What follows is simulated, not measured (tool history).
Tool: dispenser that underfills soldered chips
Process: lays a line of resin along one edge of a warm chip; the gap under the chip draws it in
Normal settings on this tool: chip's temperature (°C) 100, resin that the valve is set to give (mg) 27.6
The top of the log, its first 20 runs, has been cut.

| run | hour | chip's temperature (°C) | resin that the valve is set to give (mg) | hours of work since the syringe was changed | hours of work since the valve was cleaned | hours of work since the stage was calibrated | time until the resin shows at the far edge (s) | resin that the valve gave (mg) |
|---|---|---|---|---|---|---|---|---|
|  | 186.6 | new syringe of resin |
| 21 | 193.7 | 108 | 23.5 | 4 | 43 | 390 | 148.0 | 22.92 |
|  | 199.5 | new syringe of resin |
|  | 200.5 | dispensing valve cleaned and set on the balance |
| 22 | 203.7 | 98 | 33.3 | 2 | 2 | 396 | 176.0 | 33.28 |
| 23 | 210.5 | 98 | 33.3 | 6 | 6 | 400 | 235.2 | 33.22 |
|  | 213.3 | new syringe of resin |
| 24 | 221.2 | 98 | 35.7 | 5 | 13 | 406 | 212.2 | 35.32 |
|  | 225.3 | new syringe of resin |
| 25 | 232.5 | 86 | 32.1 | 4 | 20 | 413 | 335.0 | 31.68 |
|  | 237.4 | new syringe of resin |
| 26 | 242.8 | 106 | 27.0 | 3 | 26 | 419 | 143.9 | 26.50 |
|  | 250.3 | new syringe of resin |
| 27 | 255.6 | 106 | 26.5 | 3 | 34 | 427 | 143.1 | 25.95 |
|  | 262.5 | new syringe of resin |
| 28 | 262.6 | 106 | 26.5 | 0 | 38 | 432 | 116.1 | 25.91 |

Run 29 has not been measured yet. What should we expect?
|  | 274.9 | new syringe of resin |
| 29 | 275.3 | 102 | 26.3 | 0 | 46 | 439 | ? | ? |

{"run 29": {"time until the resin shows at the far edge (s)": 138.6, "resin that the valve gave (mg)": 25.57}}
Without the tool's hidden state the same run would have given time until the resin shows at the far edge (s) 120.9, resin that the valve gave (mg) 26.30.
